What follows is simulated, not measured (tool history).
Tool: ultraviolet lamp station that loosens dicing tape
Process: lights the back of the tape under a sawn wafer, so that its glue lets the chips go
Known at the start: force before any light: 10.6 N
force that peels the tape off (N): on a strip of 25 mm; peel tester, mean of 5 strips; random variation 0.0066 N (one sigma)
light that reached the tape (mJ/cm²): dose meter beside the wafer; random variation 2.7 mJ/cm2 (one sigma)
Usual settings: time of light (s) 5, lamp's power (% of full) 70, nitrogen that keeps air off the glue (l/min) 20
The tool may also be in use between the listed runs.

run	day	time of light (s)	lamp's power (% of full)	nitrogen that keeps air off the glue (l/min)	force that peels the tape off (N)	light that reached the tape (mJ/cm²)
1	0	5	70	20	0.218	368
2	1.958	5	70	20	0.217	372
3	3.221	5	70	20	0.209	372
4	4.538	5	70	20	0.211	373
5	5.842	5	70	20	0.213	371
6	7.312	5	70	20	0.218	370
7	8.412	4	70	20	0.396	296
8	9.638	4	70	20	0.401	298
9	11.946	4	70	20	0.404	298
10	13.071	4	70	20	0.386	295
11	14.271	5	70	25	0.201	376
12	16.946	5	70	25	0.201	368
13	18.042	5	70	20	0.225	375
14	20.458	5	70	20	0.219	373
15	22.908	8	70	20	0.091	601
16	24.725	2	70	20	2.017	145
17	27.192	2	70	20	1.947	148
18	29.321	5	70	20	0.216	376
# day 29.725: window cleaned of glue's vapour
19	31.708	5	70	20	0.218	372
20	33.492	5	70	20	0.209	369
21	35.129	5	70	20	0.216	372
22	36.392	6	98	29	0.09	627
23	38.221	2	93	21	1.118	196
24	40.117	2	93	21	1.112	198
25	42.662	5	94	25	0.092	495
26	44.9	8	79	17	0.083	675
27	46.075	2	79	24	1.456	165
28	47.333	2	79	24	1.463	166
29	48.458	5	86	10	0.174	455
30	49.875	9	81	27	0.081	783
31	52.454	9	81	27	0.085	780
32	54.65	2	70	9	2.478	148
33	56.046	3	81	9	0.948	257
34	58.758	3	81	9	0.917	259
35	61.05	5	70	12	0.298	371
36	63.108	3	62	12	1.406	198
# day 65.588: window cleaned of glue's vapour
37	65.804	5	89	10	0.174	481
38	67.979	5	67	26	0.221	358
39	69.233	5	67	26	0.222	355
40	70.9	2	91	25	1.061	191
41	72.521	7	70	30	0.088	520
42	74.804	7	68	30	0.101	505

Measured less the same run without the tool's hidden state. The same run-to-run variation is in both; the gauge's scatter may not be:
The hidden state here: lamp's light, % of a new lamp's; light that the window lets through, % of a clean one's; drift of the gauge itself on peel_n, %; drift of the gauge itself on dose_mj_cm2, %.
run	force that peels the tape off (N)
1	+0
2	+0
3	+0.001
4	+0.001
5	+0
6	+0.001
7	+0.002
8	+0.001
9	+0.001
10	+0.002
11	+0.001
12	+0.001
13	+0.001
14	+0.001
15	+0.001
16	+0.007
17	+0.006
18	+0.001
19	+0.001
20	+0.001
21	+0.001
22	+0
23	+0.004
24	+0.004
25	+0
26	+0
27	+0.006
28	+0.006
29	+0.001
30	+0
31	+0
32	+0.007
33	+0.005
34	+0.005
35	+0.002
36	+0.007
37	+0.001
38	+0.001
39	+0.001
40	+0.005
41	+0
42	+0.001
light that reached the tape (mJ/cm²): within 2 of the measured result in every run.

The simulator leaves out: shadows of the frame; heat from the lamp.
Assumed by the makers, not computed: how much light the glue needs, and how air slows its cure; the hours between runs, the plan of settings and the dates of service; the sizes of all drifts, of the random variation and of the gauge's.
